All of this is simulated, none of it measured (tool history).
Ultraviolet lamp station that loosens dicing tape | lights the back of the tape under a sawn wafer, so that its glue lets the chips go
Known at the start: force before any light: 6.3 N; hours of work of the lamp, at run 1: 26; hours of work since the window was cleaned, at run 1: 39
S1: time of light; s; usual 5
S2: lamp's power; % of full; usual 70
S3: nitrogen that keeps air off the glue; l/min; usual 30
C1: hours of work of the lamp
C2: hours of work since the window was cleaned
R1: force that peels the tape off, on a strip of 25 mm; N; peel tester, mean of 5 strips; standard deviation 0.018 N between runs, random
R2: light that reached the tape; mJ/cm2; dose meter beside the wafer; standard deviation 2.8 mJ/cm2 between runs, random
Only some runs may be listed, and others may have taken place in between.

run,hour,S1,S2,S3,C1,C2,R1,R2
1,0,5,70,30,26,39,0.874,387
2,10.9,2,70,30,33,46,2.843,154
3,16,2,70,30,37,50,2.836,153
4,25.6,2,70,30,43,56,2.833,154
5,31.9,2,70,30,48,61,2.832,152
6,42.7,5,70,29,55,68,0.919,382
7,52.9,5,70,29,62,75,0.994,381
8,60.2,5,70,26,67,80,1.054,372
9,67.8,5,70,26,72,85,1.052,379
10,78.4,5,70,26,80,93,1.032,368
11,90.1,5,70,26,88,101,1.085,371
12,100.5,5,70,26,95,108,1.061,368
13,110,5,75,26,102,115,0.978,396
14,115.3,5,75,26,105,118,0.965,390
15,122.2,6,86,59,110,123,0.255,538
16,133.2,4,70,15,118,131,2.047,292
17,144.3,4,70,15,125,138,2.062,288
# hour 145.7: window cleaned of glue's vapour
18,151.2,4,80,42,130,4,0.945,324
19,158,4,80,42,134,8,0.966,325
20,169.8,6,89,34,143,17,0.402,538
21,181.5,6,79,18,151,25,0.904,471
22,187.5,6,79,18,155,29,0.906,480
# hour 193: window cleaned of glue's vapour, once more
23,197.7,5,71,30,162,3,0.972,367
24,207.9,5,75,9,169,10,1.913,393
25,213.5,5,72,26,172,14,1.064,370

Each row is a separate what-if for the run after 25, all from the same tool condition, not one after another. Results?
A,223.8,3,74,40,180,21,?,?
B,223.8,5,72,13,180,21,?,?
C,223.8,4,72,26,180,21,?,?

run,R1,R2
A,1.707,227
B,1.646,370
C,1.513,296
With the hidden condition removed and each run's random variation left untouched, the same runs would have given:
run,R1,R2
A,1.493,250
B,1.437,409
C,1.308,328

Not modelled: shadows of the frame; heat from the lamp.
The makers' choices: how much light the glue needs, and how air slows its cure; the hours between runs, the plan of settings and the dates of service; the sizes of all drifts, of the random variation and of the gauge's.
